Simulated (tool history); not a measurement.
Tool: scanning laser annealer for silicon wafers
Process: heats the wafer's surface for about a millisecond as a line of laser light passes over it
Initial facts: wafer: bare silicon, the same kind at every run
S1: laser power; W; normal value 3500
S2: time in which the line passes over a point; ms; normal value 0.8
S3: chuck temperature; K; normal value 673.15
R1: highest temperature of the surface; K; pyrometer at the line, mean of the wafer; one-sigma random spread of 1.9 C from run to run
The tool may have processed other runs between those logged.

run 1 hour=0 | S1=3500 S2=0.8 S3=673.15 | R1=1441.15
run 2 hour=12.3 | S1=3500 S2=0.8 S3=673.15 | R1=1441.15
run 3 hour=40.6 | S1=3500 S2=0.8 S3=673.15 | R1=1442.15
run 4 hour=55.6 | S1=3500 S2=0.8 S3=673.15 | R1=1442.15
run 5 hour=77.7 | S1=3500 S2=0.8 S3=673.15 | R1=1439.15
run 6 hour=95.6 | S1=3500 S2=0.8 S3=673.15 | R1=1439.15
run 7 hour=123.8 | S1=3500 S2=0.625 S3=673.15 | R1=1335.15
run 8 hour=145.7 | S1=3500 S2=0.625 S3=673.15 | R1=1335.15
run 9 hour=164 | S1=3500 S2=0.705 S3=673.15 | R1=1384.15
run 10 hour=185.3 | S1=3500 S2=0.705 S3=673.15 | R1=1380.15
run 11 hour=208.9 | S1=3603 S2=0.722 S3=673.15 | R1=1417.15
run 12 hour=236 | S1=3200 S2=0.723 S3=642.15 | R1=1279.15
run 13 hour=253.1 | S1=3714 S2=0.794 S3=637.15 | R1=1454.15
run 14 hour=281.7 | S1=3077 S2=0.957 S3=673.15 | R1=1384.15
run 15 hour=304.1 | S1=3077 S2=0.957 S3=673.15 | R1=1380.15

Predict each of these 5 candidate next runs independently; none follows another, all start after run 15:
run A hour=319 | S1=3077 S2=0.596 S3=673.15 | R1=?
run B hour=319 | S1=3178 S2=0.915 S3=637.15 | R1=?
run C hour=319 | S1=3071 S2=0.621 S3=669.15 | R1=?
run D hour=319 | S1=3077 S2=0.957 S3=709.15 | R1=?
run E hour=319 | S1=3691 S2=0.612 S3=666.15 | R1=?

run=A R1=1212.15
run=B R1=1360.15
run=C R1=1222.15
run=D R1=1419.15
run=E R1=1362.15
Without the tool's unlogged condition, the same runs would have read:
run=A R1=1260.15
run=B R1=1424.15
run=C R1=1271.15
run=D R1=1482.15
run=E R1=1424.15
